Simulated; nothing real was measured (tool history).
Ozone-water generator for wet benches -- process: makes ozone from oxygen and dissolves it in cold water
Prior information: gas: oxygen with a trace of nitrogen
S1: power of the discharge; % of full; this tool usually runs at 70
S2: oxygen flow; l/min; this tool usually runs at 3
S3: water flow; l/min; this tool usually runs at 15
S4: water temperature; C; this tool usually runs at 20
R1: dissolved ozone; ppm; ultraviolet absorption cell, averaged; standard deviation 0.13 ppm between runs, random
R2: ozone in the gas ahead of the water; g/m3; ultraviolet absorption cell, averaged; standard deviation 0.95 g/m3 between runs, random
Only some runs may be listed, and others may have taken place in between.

run	day	S1	S2	S3	S4	R1	R2
1	0	70	3	15	20	12.5	142.7
2	7.729	70	3	15	20	12.5	142
3	11.883	70	3	18	20	10.8	143.8
# day 12.75: contactor cleaned
4	20.946	70	3	18	22	10.4	141.9
5	26.488	70	3	18	22	10.7	140
6	31.383	70	3	18	22	10.5	140.2
7	40.45	70	3	18	22	10.5	139
8	48.742	70	2.07	15	20	11.8	170
9	54.942	52	3	15	20	10.1	115.2
# day 61.912: water thermometer calibrated
10	62.538	52	3	15	20	10.2	115.3
11	71.3	52	3	15	20	10.4	114
12	78.212	47	3	15	20	9.5	105.1
13	85.246	70	3	15	16	12.9	138
14	92.129	70	3	15	20	12.2	136.5
15	100.083	72	3	15	20	12.4	138.7
16	108.808	72	3	15	20	12	137.4
17	113.583	72	3	15	20	12.2	137.9
18	118.012	46	5.29	15	20	9.3	77.1
19	123.629	46	5.29	15	20	9.1	77.7
20	129.358	46	5.29	15	20	9.1	77.2
21	138.438	53	5.03	15	25	9.3	86.8
22	142.471	53	5.03	15	25	9.3	86.2
23	146.612	53	5.03	15	25	9.1	85.7
24	152.846	53	5.03	15	25	9.2	86
# day 156.446: electrodes of the discharge changed
25	158.975	89	5.03	21	25	12.3	149.9
26	163.275	89	5.03	21	25	12.6	148.7
27	169.896	70	3	15	14	15.3	161.3
28	176.454	52	3.15	9	27	14.6	124.6
29	181.229	52	3.15	9	27	14.5	125.7
30	189.967	52	3.15	9	27	14.4	125.4
31	195.654	42	1.91	9	27	12.5	137.2
32	201.275	79	4.16	13	20	17.3	148
# day 202.171: contactor cleaned
33	205.683	70	1.61	15	20	13	218

Each row is a separate what-if for the run after 33, all from the same tool condition, not one after another. Results?
A	213.621	70	1.74	15	20	?	?
B	213.621	41	3	15	20	?	?
C	213.621	70	1.61	15	20	?	?

run	R1	R2
A	12.9	206.1
B	9.4	106.6
C	12.8	215.2
With no hidden state in the tool, these same runs would have given:
run	R1	R2
A	13.3	211.3
B	9.5	108.2
C	13.1	220.6

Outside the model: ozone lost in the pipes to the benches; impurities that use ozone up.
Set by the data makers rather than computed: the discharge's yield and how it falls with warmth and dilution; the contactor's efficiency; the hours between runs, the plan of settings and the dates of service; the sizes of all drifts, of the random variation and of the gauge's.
